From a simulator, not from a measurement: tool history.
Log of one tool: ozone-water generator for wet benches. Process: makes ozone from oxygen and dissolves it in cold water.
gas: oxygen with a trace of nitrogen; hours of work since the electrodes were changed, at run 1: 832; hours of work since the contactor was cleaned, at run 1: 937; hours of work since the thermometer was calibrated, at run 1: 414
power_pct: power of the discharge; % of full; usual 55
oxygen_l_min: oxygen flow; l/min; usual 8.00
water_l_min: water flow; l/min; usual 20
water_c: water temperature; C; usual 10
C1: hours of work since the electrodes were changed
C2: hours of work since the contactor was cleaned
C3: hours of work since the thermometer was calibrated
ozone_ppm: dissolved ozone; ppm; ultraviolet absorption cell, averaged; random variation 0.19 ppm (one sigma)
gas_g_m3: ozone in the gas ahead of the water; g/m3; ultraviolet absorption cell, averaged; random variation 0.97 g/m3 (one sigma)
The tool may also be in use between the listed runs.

{"run": 1, "day": 0.0, "power_pct": 55, "oxygen_l_min": 8.0, "water_l_min": 20, "water_c": 10, "C1": 832, "C2": 937, "C3": 414, "ozone_ppm": 26.3, "gas_g_m3": 167.6}
{"run": 2, "day": 4.746, "power_pct": 55, "oxygen_l_min": 8.0, "water_l_min": 20, "water_c": 10, "C1": 904, "C2": 1008, "C3": 486, "ozone_ppm": 26.6, "gas_g_m3": 167.0}
{"run": 3, "day": 7.367, "power_pct": 55, "oxygen_l_min": 8.0, "water_l_min": 20, "water_c": 10, "C1": 943, "C2": 1048, "C3": 525, "ozone_ppm": 26.1, "gas_g_m3": 166.9}
{"run": 4, "day": 10.046, "power_pct": 55, "oxygen_l_min": 8.0, "water_l_min": 20, "water_c": 10, "C1": 984, "C2": 1088, "C3": 566, "ozone_ppm": 26.4, "gas_g_m3": 167.9}
{"run": 5, "day": 14.917, "power_pct": 55, "oxygen_l_min": 8.0, "water_l_min": 20, "water_c": 10, "C1": 1057, "C2": 1162, "C3": 639, "ozone_ppm": 26.0, "gas_g_m3": 166.9}
{"run": 6, "day": 17.812, "power_pct": 55, "oxygen_l_min": 8.0, "water_l_min": 20, "water_c": 10, "C1": 1101, "C2": 1205, "C3": 683, "ozone_ppm": 26.4, "gas_g_m3": 167.6}
{"run": 7, "day": 22.638, "power_pct": 55, "oxygen_l_min": 8.0, "water_l_min": 20, "water_c": 10, "C1": 1173, "C2": 1278, "C3": 756, "ozone_ppm": 26.1, "gas_g_m3": 168.0}
{"run": 8, "day": 26.571, "power_pct": 55, "oxygen_l_min": 8.0, "water_l_min": 20, "water_c": 10, "C1": 1233, "C2": 1337, "C3": 815, "ozone_ppm": 26.3, "gas_g_m3": 169.1}
{"run": 9, "day": 31.533, "power_pct": 55, "oxygen_l_min": 8.0, "water_l_min": 20, "water_c": 10, "C1": 1308, "C2": 1412, "C3": 890, "ozone_ppm": 26.3, "gas_g_m3": 167.2}
{"run": 10, "day": 34.017, "power_pct": 55, "oxygen_l_min": 8.0, "water_l_min": 19, "water_c": 10, "C1": 1345, "C2": 1449, "C3": 927, "ozone_ppm": 27.1, "gas_g_m3": 166.6}
{"run": 11, "day": 36.108, "power_pct": 55, "oxygen_l_min": 8.0, "water_l_min": 19, "water_c": 10, "C1": 1377, "C2": 1481, "C3": 959, "ozone_ppm": 27.5, "gas_g_m3": 167.5}
{"run": 12, "day": 38.192, "power_pct": 55, "oxygen_l_min": 8.0, "water_l_min": 19, "water_c": 10, "C1": 1408, "C2": 1512, "C3": 990, "ozone_ppm": 27.3, "gas_g_m3": 167.6}
{"run": 13, "day": 43.292, "power_pct": 55, "oxygen_l_min": 8.0, "water_l_min": 20, "water_c": 10, "C1": 1485, "C2": 1589, "C3": 1067, "ozone_ppm": 26.3, "gas_g_m3": 168.4}
{"run": 14, "day": 45.504, "power_pct": 55, "oxygen_l_min": 8.0, "water_l_min": 20, "water_c": 10, "C1": 1518, "C2": 1623, "C3": 1100, "ozone_ppm": 26.5, "gas_g_m3": 167.8}
{"day": 48.246, "done": "contactor cleaned"}
{"run": 15, "day": 50.254, "power_pct": 61, "oxygen_l_min": 8.0, "water_l_min": 20, "water_c": 10, "C1": 1587, "C2": 30, "C3": 1169, "ozone_ppm": 27.5, "gas_g_m3": 176.8}
{"run": 16, "day": 53.342, "power_pct": 55, "oxygen_l_min": 7.05, "water_l_min": 20, "water_c": 10, "C1": 1634, "C2": 77, "C3": 1216, "ozone_ppm": 26.1, "gas_g_m3": 182.6}
{"run": 17, "day": 58.333, "power_pct": 55, "oxygen_l_min": 7.05, "water_l_min": 20, "water_c": 8, "C1": 1709, "C2": 152, "C3": 1291, "ozone_ppm": 27.3, "gas_g_m3": 181.0}
{"run": 18, "day": 61.154, "power_pct": 55, "oxygen_l_min": 7.05, "water_l_min": 20, "water_c": 8, "C1": 1752, "C2": 195, "C3": 1334, "ozone_ppm": 27.3, "gas_g_m3": 180.3}
{"run": 19, "day": 64.708, "power_pct": 55, "oxygen_l_min": 7.05, "water_l_min": 20, "water_c": 8, "C1": 1805, "C2": 248, "C3": 1387, "ozone_ppm": 27.1, "gas_g_m3": 182.7}
{"run": 20, "day": 67.383, "power_pct": 43, "oxygen_l_min": 6.92, "water_l_min": 20, "water_c": 5, "C1": 1846, "C2": 288, "C3": 1428, "ozone_ppm": 24.8, "gas_g_m3": 161.9}
{"run": 21, "day": 69.654, "power_pct": 80, "oxygen_l_min": 6.73, "water_l_min": 22, "water_c": 5, "C1": 1880, "C2": 323, "C3": 1462, "ozone_ppm": 32.1, "gas_g_m3": 224.1}
{"run": 22, "day": 73.867, "power_pct": 86, "oxygen_l_min": 10.5, "water_l_min": 20, "water_c": 10, "C1": 1943, "C2": 386, "C3": 1525, "ozone_ppm": 32.3, "gas_g_m3": 184.7}
{"run": 23, "day": 76.708, "power_pct": 86, "oxygen_l_min": 10.5, "water_l_min": 20, "water_c": 10, "C1": 1986, "C2": 429, "C3": 1568, "ozone_ppm": 32.4, "gas_g_m3": 182.7}
{"run": 24, "day": 78.95, "power_pct": 86, "oxygen_l_min": 10.5, "water_l_min": 16, "water_c": 10, "C1": 2020, "C2": 463, "C3": 1602, "ozone_ppm": 37.3, "gas_g_m3": 185.0}
{"run": 25, "day": 83.454, "power_pct": 56, "oxygen_l_min": 8.42, "water_l_min": 31, "water_c": 14, "C1": 2088, "C2": 531, "C3": 1670, "ozone_ppm": 18.1, "gas_g_m3": 164.8}
{"run": 26, "day": 88.15, "power_pct": 56, "oxygen_l_min": 8.42, "water_l_min": 31, "water_c": 14, "C1": 2159, "C2": 602, "C3": 1741, "ozone_ppm": 18.1, "gas_g_m3": 167.3}
{"run": 27, "day": 93.096, "power_pct": 52, "oxygen_l_min": 6.52, "water_l_min": 31, "water_c": 14, "C1": 2233, "C2": 676, "C3": 1815, "ozone_ppm": 17.2, "gas_g_m3": 183.7}
{"run": 28, "day": 96.179, "power_pct": 52, "oxygen_l_min": 11.84, "water_l_min": 29, "water_c": 7, "C1": 2280, "C2": 723, "C3": 1862, "ozone_ppm": 20.5, "gas_g_m3": 134.0}
{"run": 29, "day": 99.162, "power_pct": 55, "oxygen_l_min": 4.6, "water_l_min": 16, "water_c": 10, "C1": 2325, "C2": 768, "C3": 1907, "ozone_ppm": 30.7, "gas_g_m3": 228.6}
{"run": 30, "day": 101.646, "power_pct": 55, "oxygen_l_min": 4.6, "water_l_min": 16, "water_c": 10, "C1": 2362, "C2": 805, "C3": 1944, "ozone_ppm": 30.7, "gas_g_m3": 228.2}
{"run": 31, "day": 105.942, "power_pct": 81, "oxygen_l_min": 7.61, "water_l_min": 30, "water_c": 16, "C1": 2427, "C2": 870, "C3": 2009, "ozone_ppm": 21.7, "gas_g_m3": 211.4}

Hidden state or all else? Some run-to-run changes of gas_g_m3, split into what the settings, what came in and random variation would give without the hidden state, and what is left for the hidden state (with any gauge scatter that isn't in both results):
The hidden state here: yield of the discharge, % of new electrodes'; contactor's efficiency, % of a clean one's; true water temperature over the reading, C; drift of the gauge itself on ozone_ppm, %; drift of the gauge itself on gas_g_m3, %.
Run 20 -> 21: power_pct 43 -> 80, oxygen_l_min 6.92 -> 6.73, water_l_min 20 -> 22. gas_g_m3 +62.2 g/m3: hidden state +0.9, all else +61.3.
Run 27 -> 28: oxygen_l_min 6.52 -> 11.84, water_l_min 31 -> 29, water_c 14 -> 7. gas_g_m3 -49.7 g/m3: hidden state -0.8, all else -48.9.
Run 28 -> 29: power_pct 52 -> 55, oxygen_l_min 11.84 -> 4.60, water_l_min 29 -> 16, water_c 7 -> 10. gas_g_m3 +94.6 g/m3: hidden state +1.9, all else +92.7.
